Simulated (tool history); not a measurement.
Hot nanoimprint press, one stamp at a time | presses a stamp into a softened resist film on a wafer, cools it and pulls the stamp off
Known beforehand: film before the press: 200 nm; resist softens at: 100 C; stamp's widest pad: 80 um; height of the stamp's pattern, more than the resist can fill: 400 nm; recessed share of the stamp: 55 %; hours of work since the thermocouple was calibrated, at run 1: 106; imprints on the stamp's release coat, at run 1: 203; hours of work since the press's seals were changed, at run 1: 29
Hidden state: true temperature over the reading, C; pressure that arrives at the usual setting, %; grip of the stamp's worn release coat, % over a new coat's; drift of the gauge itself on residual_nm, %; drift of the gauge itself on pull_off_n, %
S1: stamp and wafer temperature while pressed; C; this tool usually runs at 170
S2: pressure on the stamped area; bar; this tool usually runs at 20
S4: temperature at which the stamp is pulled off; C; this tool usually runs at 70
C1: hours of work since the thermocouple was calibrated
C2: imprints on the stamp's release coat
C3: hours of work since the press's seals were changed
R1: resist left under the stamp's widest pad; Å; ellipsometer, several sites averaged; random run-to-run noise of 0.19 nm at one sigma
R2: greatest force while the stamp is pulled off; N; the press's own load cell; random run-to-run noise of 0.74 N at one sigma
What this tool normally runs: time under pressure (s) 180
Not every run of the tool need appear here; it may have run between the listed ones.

{"run": 1, "hour": 0.0, "S1": 170, "S2": 20, "time under pressure (s)": 180, "S4": 70, "C1": 106, "C2": 203, "C3": 29, "R1": 718, "R2": 152.3}
{"run": 2, "hour": 9.1, "S1": 170, "S2": 20, "time under pressure (s)": 180, "S4": 70, "C1": 110, "C2": 229, "C3": 33, "R1": 711, "R2": 151.7}
{"run": 3, "hour": 13.6, "S1": 170, "S2": 20, "time under pressure (s)": 180, "S4": 70, "C1": 112, "C2": 242, "C3": 35, "R1": 712, "R2": 153.1}
{"run": 4, "hour": 22.4, "S1": 170, "S2": 20, "time under pressure (s)": 180, "S4": 70, "C1": 117, "C2": 267, "C3": 39, "R1": 711, "R2": 153.4}
{"run": 5, "hour": 31.5, "S1": 170, "S2": 20, "time under pressure (s)": 180, "S4": 70, "C1": 121, "C2": 293, "C3": 44, "R1": 710, "R2": 153.7}
{"run": 6, "hour": 39.7, "S1": 170, "S2": 12.1, "time under pressure (s)": 180, "S4": 70, "C1": 125, "C2": 316, "C3": 48, "R1": 893, "R2": 152.9}
{"run": 7, "hour": 45.8, "S1": 170, "S2": 13.6, "time under pressure (s)": 180, "S4": 70, "C1": 128, "C2": 333, "C3": 51, "R1": 846, "R2": 153}
{"run": 8, "hour": 52.6, "S1": 170, "S2": 13.6, "time under pressure (s)": 180, "S4": 70, "C1": 131, "C2": 352, "C3": 54, "R1": 850, "R2": 155}
{"run": 9, "hour": 61.3, "S1": 170, "S2": 13.6, "time under pressure (s)": 180, "S4": 70, "C1": 135, "C2": 377, "C3": 58, "R1": 848, "R2": 154.8}
{"run": 10, "hour": 70.2, "S1": 170, "S2": 20, "time under pressure (s)": 180, "S4": 70, "C1": 140, "C2": 402, "C3": 62, "R1": 711, "R2": 155.2}
{"run": 11, "hour": 75.8, "S1": 170, "S2": 26.2, "time under pressure (s)": 206, "S4": 70, "C1": 142, "C2": 418, "C3": 65, "R1": 588, "R2": 153.7}
{"run": 12, "hour": 84.4, "S1": 161, "S2": 26.2, "time under pressure (s)": 206, "S4": 70, "C1": 146, "C2": 442, "C3": 69, "R1": 970, "R2": 156.1}
{"run": 13, "hour": 89.5, "S1": 170, "S2": 26.2, "time under pressure (s)": 105, "S4": 76, "C1": 149, "C2": 456, "C3": 72, "R1": 783, "R2": 150.1}
{"run": 14, "hour": 98.1, "S1": 171, "S2": 20, "time under pressure (s)": 339, "S4": 70, "C1": 153, "C2": 481, "C3": 76, "R1": 512, "R2": 155.1}
{"run": 15, "hour": 107.2, "S1": 170, "S2": 18.2, "time under pressure (s)": 180, "S4": 63, "C1": 157, "C2": 507, "C3": 80, "R1": 742, "R2": 162.9}
{"run": 16, "hour": 113.8, "S1": 177, "S2": 18.2, "time under pressure (s)": 180, "S4": 63, "C1": 161, "C2": 525, "C3": 83, "R1": 517, "R2": 162.9}
{"run": 17, "hour": 117.9, "S1": 177, "S2": 18.2, "time under pressure (s)": 180, "S4": 63, "C1": 163, "C2": 537, "C3": 85, "R1": 517, "R2": 163.9}
{"run": 18, "hour": 125.8, "S1": 169, "S2": 20, "time under pressure (s)": 180, "S4": 70, "C1": 166, "C2": 559, "C3": 89, "R1": 746, "R2": 157.3}
{"run": 19, "hour": 132.6, "S1": 169, "S2": 20, "time under pressure (s)": 180, "S4": 70, "C1": 170, "C2": 578, "C3": 92, "R1": 743, "R2": 157.1}
{"run": 20, "hour": 139.4, "S1": 163, "S2": 20, "time under pressure (s)": 350, "S4": 70, "C1": 173, "C2": 597, "C3": 96, "R1": 789, "R2": 157.7}

Each row is a separate what-if for the run after 20, all from the same tool condition, not one after another. Results?
{"run": "A", "hour": 146.6, "S1": 163, "S2": 29.4, "time under pressure (s)": 350, "S4": 62, "C1": 176, "C2": 618, "C3": 99, "R1": "?", "R2": "?"}
{"run": "B", "hour": 146.6, "S1": 170, "S2": 14.6, "time under pressure (s)": 179, "S4": 70, "C1": 176, "C2": 618, "C3": 99, "R1": "?", "R2": "?"}
{"run": "C", "hour": 146.6, "S1": 167, "S2": 14.4, "time under pressure (s)": 350, "S4": 70, "C1": 176, "C2": 618, "C3": 99, "R1": "?", "R2": "?"}
{"run": "D", "hour": 146.6, "S1": 161, "S2": 29, "time under pressure (s)": 325, "S4": 70, "C1": 176, "C2": 618, "C3": 99, "R1": "?", "R2": "?"}
{"run": "E", "hour": 146.6, "S1": 182, "S2": 20, "time under pressure (s)": 346, "S4": 63, "C1": 176, "C2": 618, "C3": 99, "R1": "?", "R2": "?"}

run=A R1=662 R2=165.2
run=B R1=819 R2=157.5
run=C R1=730 R2=157.2
run=D R1=777 R2=157.2
run=E R1=283 R2=164.9
With no hidden state in the tool, these same runs would have given:
run=A R1=677 R2=156.3
run=B R1=837 R2=149
run=C R1=748 R2=148.8
run=D R1=794 R2=148.7
run=E R1=288 R2=156
